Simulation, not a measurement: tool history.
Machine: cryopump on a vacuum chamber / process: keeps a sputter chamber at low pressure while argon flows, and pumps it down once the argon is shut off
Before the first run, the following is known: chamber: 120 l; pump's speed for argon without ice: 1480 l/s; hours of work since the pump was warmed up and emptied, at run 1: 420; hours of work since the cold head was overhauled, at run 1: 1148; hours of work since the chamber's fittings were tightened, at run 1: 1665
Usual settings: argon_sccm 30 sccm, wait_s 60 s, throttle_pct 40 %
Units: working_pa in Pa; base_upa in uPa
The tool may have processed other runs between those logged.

run,hour,argon_sccm,wait_s,throttle_pct,hours of work since the pump was warmed up and emptied,hours of work since the cold head was overhauled,hours of work since the chamber's fittings were tightened,working_pa,base_upa
1,0,30,60,40,420,1148,1665,0.0897,4.13
2,62.6,20,60,40,455,1183,1699,0.0603,4.31
3,141.4,20,60,40,499,1227,1743,0.0605,4.49
4,235.9,20,60,40,551,1279,1796,0.0615,4.73
5,292.3,30,60,40,583,1311,1827,0.0914,4.7
6,374.6,30,60,40,628,1356,1873,0.0925,4.86
7,445.3,30,60,40,667,1396,1912,0.0938,5.04
# hour 454.3: leaking fittings of the chamber tightened, without venting
# hour 497.7: pump warmed up, emptied and cooled again
8,519.3,22,121,56,12,1433,33,0.0455,1.03
9,592.1,22,213,50,52,1473,74,0.0506,0.75
10,645.9,22,213,50,82,1503,104,0.0516,0.81
11,694.7,22,213,50,109,1530,131,0.0512,0.8
12,754.4,14,213,44,142,1563,164,0.0368,0.87
13,843.1,14,278,44,192,1613,213,0.0379,0.82
14,931.4,14,278,44,241,1661,262,0.0373,0.93

What if the next run were any one of these 3? Each begins from the tool's condition after run 14:
A,1003.1,30,60,23,280,1701,302,?,?
B,1003.1,45,260,47,280,1701,302,?,?
C,1003.1,14,240,19,280,1701,302,?,?

run,working_pa,base_upa
A,0.1519,2.2
B,0.1142,1
C,0.0845,1.09
Without the tool's unlogged condition, the same runs would have read:
run,working_pa,base_upa
A,0.1486,1.75
B,0.1092,0.55
C,0.083,0.62

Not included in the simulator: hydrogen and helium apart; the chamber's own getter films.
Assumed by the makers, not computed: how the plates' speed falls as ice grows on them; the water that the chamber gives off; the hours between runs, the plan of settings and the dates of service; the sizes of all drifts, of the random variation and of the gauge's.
